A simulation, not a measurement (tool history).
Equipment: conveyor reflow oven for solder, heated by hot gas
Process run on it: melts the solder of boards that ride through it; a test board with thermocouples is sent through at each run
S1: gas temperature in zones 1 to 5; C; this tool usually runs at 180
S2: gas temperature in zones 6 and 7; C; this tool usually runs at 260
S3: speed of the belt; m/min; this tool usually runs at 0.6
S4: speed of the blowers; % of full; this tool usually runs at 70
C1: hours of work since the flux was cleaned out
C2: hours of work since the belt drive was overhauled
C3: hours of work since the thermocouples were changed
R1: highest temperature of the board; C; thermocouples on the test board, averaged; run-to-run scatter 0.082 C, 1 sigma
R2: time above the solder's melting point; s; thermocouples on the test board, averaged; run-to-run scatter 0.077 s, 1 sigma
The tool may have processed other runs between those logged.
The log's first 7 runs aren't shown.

run	day	S1	S2	S3	S4	C1	C2	C3	R1	R2
8	3.746	180	260	0.677	70	260	260	274	245.34	49.75
9	4.083	180	260	0.6	70	264	264	279	248.66	60.31
10	4.621	180	260	0.6	70	271	271	286	248.61	60.14
11	5.125	180	260	0.6	70	278	278	292	248.76	60.15
12	5.767	180	260	0.6	70	286	286	301	248.82	60.37
13	6.062	180	260	0.6	70	290	290	305	248.77	60.12
14	6.629	180	260	0.6	70	297	297	312	248.61	60.32
15	7.325	180	260	0.6	70	307	307	321	248.79	60.2
16	7.854	180	252	0.58	70	314	314	328	242.44	57.12
17	8.208	186	260	0.6	65	318	318	333	248.65	62.75
18	8.512	188	260	0.6	83	322	322	337	251.9	66.83
19	8.842	180	260	0.6	60	326	326	341	246.52	57.72
20	9.279	180	252	0.644	64	332	332	347	238.59	45.55
21	9.979	180	260	0.55	70	341	341	356	250.76	68.27
22	10.496	180	260	0.55	70	348	348	363	250.9	68.21
23	11.042	184	260	0.55	74	355	355	370	251.89	71.15
# day 11.638: flux residue cleaned out of gas plates and filters
24	11.775	184	260	0.55	74	2	362	377	253.39	72.7
25	12.204	165	265	0.512	86	7	368	382	259.34	75.75
26	12.517	187	265	0.512	83	12	372	386	260.68	84.83
27	13.138	187	265	0.512	83	20	380	394	260.68	84.82
28	13.779	189	268	0.601	70	28	388	403	258.71	70.97
29	14.2	189	268	0.601	70	34	394	408	258.72	70.96
30	14.692	189	268	0.601	70	40	400	415	258.68	71.01

4 ways to go on from here, each from the tool as it stands after run 30. What would each give?
A	15.062	185	257	0.661	70	45	405	420	?	?
B	15.062	192	260	0.674	70	45	405	420	?	?
C	15.062	180	260	0.603	78	45	405	420	?	?
D	15.062	183	254	0.606	70	45	405	420	?	?

run	R1	R2
A	245.91	54.24
B	249.23	58.44
C	251.35	62.85
D	245.03	58.45
Stripped of hidden state, with their random variation kept, the same runs would have yielded:
run	R1	R2
A	244.85	53.55
B	248.17	57.85
C	250.22	62.2
D	243.9	57.63

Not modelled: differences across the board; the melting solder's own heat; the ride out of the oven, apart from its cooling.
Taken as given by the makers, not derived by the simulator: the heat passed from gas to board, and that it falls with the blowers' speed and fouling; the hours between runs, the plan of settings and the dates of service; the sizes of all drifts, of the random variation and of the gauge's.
